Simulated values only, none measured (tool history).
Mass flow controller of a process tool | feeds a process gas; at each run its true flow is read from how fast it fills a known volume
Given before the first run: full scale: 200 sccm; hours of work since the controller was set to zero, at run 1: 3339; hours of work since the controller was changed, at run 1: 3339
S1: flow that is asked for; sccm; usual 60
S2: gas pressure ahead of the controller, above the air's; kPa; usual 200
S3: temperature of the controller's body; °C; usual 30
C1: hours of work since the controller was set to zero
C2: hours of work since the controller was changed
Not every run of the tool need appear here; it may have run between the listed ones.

Run 1, hour 0: usual settings; C1 3339; C2 3339. Result: true flow (%) 97.5.
Run 2, hour 96: usual settings but S3 38 °C; C1 3397; C2 3397. Result: true flow (%) 97.26.
Run 3, hour 240.8: usual settings but S3 31 °C; C1 3485; C2 3485. Result: true flow (%) 97.39.
Run 4, hour 360.7: usual settings but S3 31 °C; C1 3557; C2 3557. Result: true flow (%) 97.34.
Run 5, hour 487.9: usual settings but S3 31 °C; C1 3634; C2 3634. Result: true flow (%) 97.24.
Run 6, hour 626.7: usual settings but S3 31 °C; C1 3718; C2 3718. Result: true flow (%) 97.29.
Run 7, hour 759.6: usual settings but S3 31 °C; C1 3798; C2 3798. Result: true flow (%) 97.29.
Run 8, hour 821.1: usual settings but S3 31 °C; C1 3835; C2 3835. Result: true flow (%) 97.11.

Run 9, settings as shown, results not yet in. Your forecast:
Run 9, hour 947.1: usual settings but S1 26 sccm, S2 224 kPa, S3 31 °C; C1 3912; C2 3912. Result: true flow (%) ?.

true flow (%): 94.54
With the hidden condition absent and the run-to-run variation left alone, this run would have shown true flow (%) 97.85.
